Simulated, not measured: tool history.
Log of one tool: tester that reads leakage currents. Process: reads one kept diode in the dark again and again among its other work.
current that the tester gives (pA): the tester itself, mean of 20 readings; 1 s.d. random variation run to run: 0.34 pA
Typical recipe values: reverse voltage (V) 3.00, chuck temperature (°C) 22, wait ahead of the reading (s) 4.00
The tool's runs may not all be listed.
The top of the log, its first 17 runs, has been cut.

| run | hour | reverse voltage (V) | chuck temperature (°C) | wait ahead of the reading (s) | current that the tester gives (pA) |
|---|---|---|---|---|---|
| 18 | 1064.6 | 3.00 | 22 | 0.66 | 111.55 |
| 19 | 1129.2 | 3.00 | 29 | 4.00 | 216.21 |
| 20 | 1171.5 | 9.45 | 41 | 2.87 | 1109.24 |
| 21 | 1252.3 | 9.45 | 41 | 2.87 | 1108.02 |
| 22 | 1325.3 | 10.22 | 24 | 2.40 | 245.98 |
| 23 | 1362.7 | 11.75 | 48 | 7.13 | 2201.85 |
| 24 | 1401.7 | 11.75 | 48 | 7.13 | 2214.87 |
| 25 | 1439.7 | 6.72 | 22 | 4.00 | 165.22 |
| 26 | 1502.6 | 6.72 | 22 | 4.00 | 164.41 |
| 27 | 1574.0 | 3.00 | 27 | 4.51 | 179.95 |
| 28 | 1652.5 | 3.00 | 34 | 6.10 | 339.63 |

Estimate the outcome of run 29 from the log above:
| 29 | 1734.5 | 1.30 | 33 | 4.00 | ? |

Run 29 gave current that the tester gives (pA) 207.06.
With the hidden condition absent and the run-to-run variation left alone, this run would have shown current that the tester gives (pA) 206.68.
